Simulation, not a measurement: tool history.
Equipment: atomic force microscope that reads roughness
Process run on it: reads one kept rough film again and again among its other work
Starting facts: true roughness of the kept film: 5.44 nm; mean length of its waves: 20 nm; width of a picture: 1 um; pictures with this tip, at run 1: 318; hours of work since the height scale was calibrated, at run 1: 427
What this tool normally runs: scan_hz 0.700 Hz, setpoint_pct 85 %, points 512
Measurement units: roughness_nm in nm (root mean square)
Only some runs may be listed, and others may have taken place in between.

run     day  scan_hz  setpoint_pct  points  pictures with this tip  hours of work since the height scale was calibrated  roughness_nm
  1   0.000    0.700            85     512                     318                                                  427         2.858
  2   0.600    0.700            85     512                     335                                                  438         2.831
  3   1.212    0.700            85     512                     353                                                  449         2.811
  4   1.958    0.700            85     512                     375                                                  463         2.726
      2.679  -- new tip fitted
  5   3.008    0.700            58     512                      10                                                  481         3.611
  6   3.546    2.747            58     512                      25                                                  491         3.408
  7   4.271    2.747            58     512                      46                                                  504         3.350
  8   4.821    1.656            85     512                      62                                                  514         3.011
  9   5.333    1.656            85     512                      77                                                  523         2.979
 10   5.992    0.700            65     512                      96                                                  535         3.339
 11   6.983    0.700            80     512                     125                                                  553         3.206
 12   7.596    0.700            85     512                     143                                                  564         3.111
 13   8.308    0.700            85     512                     163                                                  577         3.067
 14   9.096    0.700            85     512                     186                                                  591         3.025
 15   9.912    0.700            85     512                     210                                                  606         2.975
 16  10.829    0.700            89     579                     236                                                  623         2.898
 17  11.592    0.700            57     486                     259                                                  636         3.044
 18  12.071    0.700            57     486                     272                                                  645         2.993
     12.188  -- height scale calibrated on a step standard
 19  12.692    0.700            57     486                     289                                                    9         2.929
 20  13.279    0.700            85     522                     306                                                   20         2.768
     14.025  -- height scale calibrated on a step standard, once more
 21  14.133    0.700            72     594                     330                                                    2         2.871
 22  15.238    0.741            72     368                     362                                                   22         2.769
 23  16.025    3.321            66     420                     385                                                   36         2.562
     16.412  -- new tip fitted
 24  16.725    3.321            66     420                       9                                                   48         3.446
 25  17.729    2.685            66     622                      39                                                   67         3.508
 26  18.788    2.685            66     622                      69                                                   86         3.374
 27  19.404    1.580            85     736                      87                                                   97         3.174
 28  20.425    1.440            83     366                     117                                                  115         3.122
 29  21.288    2.109            66     258                     142                                                  131         3.153
 30  21.929    3.601            78     258                     160                                                  142         2.693

Alternative continuations, all from the tool just after run 30; predict every row:
  A  22.838    3.601            78     275                     187                                                  159             ?
  B  22.838    3.601            57     303                     187                                                  159             ?
  C  22.838    1.083            65     932                     187                                                  159             ?
  D  22.838    0.700            61     512                     187                                                  159             ?

run  roughness_nm
  A         2.665
  B         3.102
  C         3.321
  D         3.342
Without the tool's unlogged condition, the same runs would have read:
run  roughness_nm
  A         3.065
  B         3.569
  C         3.820
  D         3.844
